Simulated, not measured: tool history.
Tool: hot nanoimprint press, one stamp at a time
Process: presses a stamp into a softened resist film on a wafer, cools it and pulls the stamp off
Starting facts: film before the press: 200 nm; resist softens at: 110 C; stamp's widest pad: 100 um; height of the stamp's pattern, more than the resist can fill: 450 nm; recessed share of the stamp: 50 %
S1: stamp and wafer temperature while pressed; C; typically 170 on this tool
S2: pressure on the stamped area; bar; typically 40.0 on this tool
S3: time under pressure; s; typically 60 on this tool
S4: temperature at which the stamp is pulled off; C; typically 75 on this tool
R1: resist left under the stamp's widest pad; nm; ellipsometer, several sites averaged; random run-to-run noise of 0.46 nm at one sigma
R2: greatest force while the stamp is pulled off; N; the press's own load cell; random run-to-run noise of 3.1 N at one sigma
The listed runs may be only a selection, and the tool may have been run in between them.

| run | hour | S1 | S2 | S3 | S4 | R1 | R2 |
|---|---|---|---|---|---|---|---|
| 1 | 0.0 | 170 | 40.0 | 60 | 75 | 95.5 | 202 |
| 2 | 19.9 | 170 | 40.0 | 60 | 75 | 94.8 | 204 |
| 3 | 45.6 | 170 | 40.0 | 60 | 75 | 94.5 | 205 |
| 4 | 63.9 | 170 | 40.0 | 60 | 75 | 95.2 | 207 |
| 5 | 90.2 | 170 | 40.0 | 60 | 75 | 93.6 | 205 |
| 6 | 105.5 | 170 | 40.0 | 60 | 75 | 93.7 | 200 |
| 7 | 123.1 | 170 | 40.0 | 60 | 75 | 94.1 | 202 |
| 8 | 140.9 | 170 | 58.8 | 60 | 75 | 78.3 | 209 |
| 9 | 159.2 | 182 | 58.8 | 60 | 75 | 39.2 | 205 |
| 10 | 185.3 | 182 | 58.8 | 60 | 75 | 39.2 | 205 |
| 11 | 203.8 | 182 | 58.8 | 60 | 75 | 37.9 | 206 |
| 12 | 215.3 | 182 | 58.8 | 60 | 75 | 38.4 | 209 |
| 13 | 227.3 | 170 | 40.0 | 104 | 75 | 76.5 | 208 |
| 14 | 243.4 | 170 | 40.0 | 104 | 75 | 76.3 | 209 |
| 15 | 261.7 | 170 | 40.0 | 104 | 75 | 76.8 | 205 |
| 16 | 286.8 | 170 | 40.0 | 104 | 75 | 76.6 | 213 |
|  | 306.2 | stamp cleaned and given a new release coat |
| 17 | 318.3 | 170 | 40.0 | 104 | 75 | 76.1 | 208 |
| 18 | 340.4 | 170 | 24.7 | 54 | 75 | 119.9 | 208 |
| 19 | 351.7 | 170 | 24.7 | 54 | 75 | 119.2 | 207 |
| 20 | 366.7 | 162 | 37.4 | 54 | 75 | 144.7 | 205 |
| 21 | 389.0 | 178 | 26.1 | 60 | 79 | 74.0 | 204 |
| 22 | 411.1 | 164 | 55.9 | 60 | 75 | 110.0 | 206 |
|  | 421.2 | gauge calibrated |
| 23 | 431.1 | 163 | 55.9 | 48 | 61 | 128.0 | 225 |
| 24 | 453.6 | 181 | 40.0 | 83 | 63 | 45.4 | 219 |
| 25 | 476.6 | 160 | 40.0 | 43 | 75 | 163.2 | 204 |
| 26 | 488.9 | 167 | 40.0 | 56 | 75 | 113.0 | 207 |
|  | 501.2 | plate thermocouple calibrated |
| 27 | 516.6 | 167 | 40.0 | 56 | 75 | 113.6 | 203 |
| 28 | 542.9 | 167 | 40.0 | 56 | 75 | 113.2 | 202 |
| 29 | 560.0 | 167 | 40.0 | 56 | 75 | 114.3 | 207 |
| 30 | 574.4 | 170 | 27.4 | 60 | 69 | 111.8 | 212 |

Below are 3 alternative next runs, each starting from the tool's condition after run 30. Predict each:
| A | 586.7 | 170 | 57.2 | 39 | 75 | ? | ? |
| B | 586.7 | 169 | 26.1 | 60 | 68 | ? | ? |
| C | 586.7 | 177 | 27.4 | 101 | 61 | ? | ? |

| run | R1 | R2 |
|---|---|---|
| A | 91.4 | 205 |
| B | 120.0 | 212 |
| C | 63.6 | 220 |
Without the tool's hidden state the same runs would have given:
| run | R1 | R2 |
|---|---|---|
| A | 92.3 | 203 |
| B | 121.3 | 210 |
| C | 64.3 | 219 |
